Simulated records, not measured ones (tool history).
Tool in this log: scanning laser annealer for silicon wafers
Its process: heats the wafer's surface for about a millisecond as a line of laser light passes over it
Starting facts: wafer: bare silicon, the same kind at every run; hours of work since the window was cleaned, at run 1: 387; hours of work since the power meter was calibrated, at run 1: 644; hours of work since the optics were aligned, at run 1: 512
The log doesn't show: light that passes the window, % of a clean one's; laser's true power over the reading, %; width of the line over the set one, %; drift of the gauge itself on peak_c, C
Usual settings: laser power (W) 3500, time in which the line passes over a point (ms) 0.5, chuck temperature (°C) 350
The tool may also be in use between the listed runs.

run,hour,laser power (W),time in which the line passes over a point (ms),chuck temperature (°C),hours of work since the window was cleaned,hours of work since the power meter was calibrated,hours of work since the optics were aligned,highest temperature of the surface (°C)
1,0,3500,0.5,350,387,644,512,1157
2,88.8,3500,0.5,376,432,689,557,1186
3,150.2,3500,0.5,376,463,720,587,1186
4,240.2,3500,0.5,376,508,765,633,1182
# hour 249.2: window over the wafer cleaned
5,315.2,3500,0.5,376,33,802,669,1186
6,364.4,3500,0.5,350,58,826,694,1160
7,444.8,3500,0.5,350,98,867,734,1166
8,524.7,3500,0.5,318,138,907,774,1129
9,562.4,3169,0.5,350,157,926,793,1087
10,616.5,3500,0.485,350,184,953,821,1147
11,658.6,3500,0.418,350,206,974,842,1081
12,715,3500,0.435,350,234,1003,870,1101
13,770.4,3500,0.361,349,262,1030,898,1027

Run 14 comes next. What will it give?
14,816.6,3616,0.5,366,285,1054,921,?

highest temperature of the surface (°C): 1202
Minus the tool's unlogged condition, the same run would have read highest temperature of the surface (°C) 1203.

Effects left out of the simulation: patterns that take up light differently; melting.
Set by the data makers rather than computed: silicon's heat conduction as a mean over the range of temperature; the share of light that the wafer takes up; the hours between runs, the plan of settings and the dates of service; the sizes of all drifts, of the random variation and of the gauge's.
